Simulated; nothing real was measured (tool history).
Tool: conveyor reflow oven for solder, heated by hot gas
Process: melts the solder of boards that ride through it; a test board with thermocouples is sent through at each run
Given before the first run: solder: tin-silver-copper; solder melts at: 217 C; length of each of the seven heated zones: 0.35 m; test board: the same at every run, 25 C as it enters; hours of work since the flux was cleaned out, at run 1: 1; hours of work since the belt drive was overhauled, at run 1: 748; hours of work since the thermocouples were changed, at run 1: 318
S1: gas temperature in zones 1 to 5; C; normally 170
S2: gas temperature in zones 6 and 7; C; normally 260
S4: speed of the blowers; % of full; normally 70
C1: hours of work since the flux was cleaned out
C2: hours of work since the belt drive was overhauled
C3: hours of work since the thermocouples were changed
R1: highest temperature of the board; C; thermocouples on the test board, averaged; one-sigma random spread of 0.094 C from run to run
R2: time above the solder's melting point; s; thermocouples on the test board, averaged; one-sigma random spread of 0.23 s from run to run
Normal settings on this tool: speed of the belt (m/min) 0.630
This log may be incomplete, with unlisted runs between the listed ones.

run 1 day=0.000 | S1=170 S2=260 speed_of_the_belt_(m/min)=0.630 S4=70 | C1=1 C2=748 C3=318 | R1=250.88 R2=49.7
run 2 day=0.775 | S1=170 S2=260 speed_of_the_belt_(m/min)=0.630 S4=70 | C1=11 C2=758 C3=328 | R1=250.88 R2=50.0
run 3 day=2.017 | S1=184 S2=260 speed_of_the_belt_(m/min)=0.630 S4=70 | C1=26 C2=773 C3=343 | R1=252.36 R2=55.0
run 4 day=3.475 | S1=184 S2=260 speed_of_the_belt_(m/min)=0.630 S4=70 | C1=44 C2=791 C3=361 | R1=252.29 R2=55.5
run 5 day=4.504 | S1=184 S2=260 speed_of_the_belt_(m/min)=0.630 S4=55 | C1=57 C2=804 C3=374 | R1=249.55 R2=52.9
run 6 day=5.742 | S1=184 S2=260 speed_of_the_belt_(m/min)=0.630 S4=55 | C1=73 C2=820 C3=389 | R1=249.49 R2=53.3
run 7 day=6.846 | S1=170 S2=260 speed_of_the_belt_(m/min)=0.630 S4=68 | C1=86 C2=833 C3=403 | R1=250.47 R2=49.5
run 8 day=8.338 | S1=170 S2=260 speed_of_the_belt_(m/min)=0.630 S4=52 | C1=105 C2=852 C3=422 | R1=246.60 R2=45.9
run 9 day=9.738 | S1=170 S2=260 speed_of_the_belt_(m/min)=0.630 S4=52 | C1=122 C2=869 C3=439 | R1=246.63 R2=45.5
run 10 day=10.617 | S1=170 S2=260 speed_of_the_belt_(m/min)=0.630 S4=52 | C1=133 C2=880 C3=450 | R1=246.69 R2=45.6
run 11 day=12.121 | S1=170 S2=260 speed_of_the_belt_(m/min)=0.630 S4=52 | C1=152 C2=899 C3=469 | R1=246.39 R2=45.5
run 12 day=13.362 | S1=170 S2=260 speed_of_the_belt_(m/min)=0.630 S4=52 | C1=167 C2=914 C3=484 | R1=246.71 R2=45.8
-- day=14.583 flux residue cleaned out of gas plates and filters
run 13 day=15.096 | S1=170 S2=260 speed_of_the_belt_(m/min)=0.630 S4=52 | C1=6 C2=933 C3=503 | R1=246.62 R2=46.0
run 14 day=15.979 | S1=170 S2=260 speed_of_the_belt_(m/min)=0.630 S4=52 | C1=17 C2=944 C3=514 | R1=246.61 R2=45.4
run 15 day=17.546 | S1=170 S2=260 speed_of_the_belt_(m/min)=0.630 S4=70 | C1=37 C2=964 C3=533 | R1=250.91 R2=50.2
-- day=17.804 thermocouples of zones 6 and 7 changed
run 16 day=18.792 | S1=170 S2=260 speed_of_the_belt_(m/min)=0.630 S4=54 | C1=51 C2=978 C3=12 | R1=247.10 R2=46.2
run 17 day=20.296 | S1=177 S2=259 speed_of_the_belt_(m/min)=0.630 S4=70 | C1=70 C2=997 C3=31 | R1=250.63 R2=52.4
run 18 day=21.275 | S1=177 S2=259 speed_of_the_belt_(m/min)=0.630 S4=70 | C1=82 C2=1009 C3=43 | R1=250.57 R2=52.1
run 19 day=22.588 | S1=179 S2=260 speed_of_the_belt_(m/min)=0.508 S4=70 | C1=98 C2=1025 C3=59 | R1=255.36 R2=70.0
run 20 day=24.225 | S1=161 S2=260 speed_of_the_belt_(m/min)=0.630 S4=83 | C1=119 C2=1046 C3=80 | R1=252.20 R2=49.2
run 21 day=25.550 | S1=161 S2=267 speed_of_the_belt_(m/min)=0.741 S4=65 | C1=135 C2=1062 C3=96 | R1=250.23 R2=37.9
run 22 day=26.342 | S1=161 S2=267 speed_of_the_belt_(m/min)=0.526 S4=55 | C1=145 C2=1072 C3=106 | R1=257.55 R2=61.4
run 23 day=27.608 | S1=161 S2=264 speed_of_the_belt_(m/min)=0.631 S4=55 | C1=161 C2=1088 C3=122 | R1=249.66 R2=45.3
-- day=29.338 flux residue cleaned out of gas plates and filters
run 24 day=29.396 | S1=161 S2=264 speed_of_the_belt_(m/min)=0.631 S4=55 | C1=1 C2=1108 C3=142 | R1=249.71 R2=45.5
run 25 day=30.492 | S1=161 S2=264 speed_of_the_belt_(m/min)=0.548 S4=59 | C1=14 C2=1121 C3=155 | R1=254.70 R2=57.6
run 26 day=31.500 | S1=161 S2=261 speed_of_the_belt_(m/min)=0.655 S4=59 | C1=27 C2=1134 C3=168 | R1=247.10 R2=42.0
run 27 day=32.900 | S1=170 S2=259 speed_of_the_belt_(m/min)=0.600 S4=78 | C1=44 C2=1151 C3=185 | R1=252.03 R2=54.3
run 28 day=33.867 | S1=182 S2=260 speed_of_the_belt_(m/min)=0.564 S4=65 | C1=56 C2=1163 C3=197 | R1=253.40 R2=61.8
run 29 day=34.950 | S1=182 S2=260 speed_of_the_belt_(m/min)=0.564 S4=65 | C1=70 C2=1177 C3=211 | R1=253.40 R2=62.3
run 30 day=35.838 | S1=171 S2=271 speed_of_the_belt_(m/min)=0.630 S4=70 | C1=81 C2=1188 C3=222 | R1=261.28 R2=55.5

Take each entry between the runs: how does the hidden state at the last listed run before it differ from the hidden state at the first listed run after it?
Logged between run 12 and run 13: flux residue cleaned out of gas plates and filters (day 14.583)
  heat that the gas passes to the board, % of a clean oven's: 99.9 -> 100
Logged between run 15 and run 16: thermocouples of zones 6 and 7 changed (day 17.804)
  true gas temperature in zones 6 and 7 over the reading, C: 0.06 -> 0.01
Logged between run 23 and run 24: flux residue cleaned out of gas plates and filters (day 29.338)
  heat that the gas passes to the board, % of a clean oven's: 99.9 -> 100
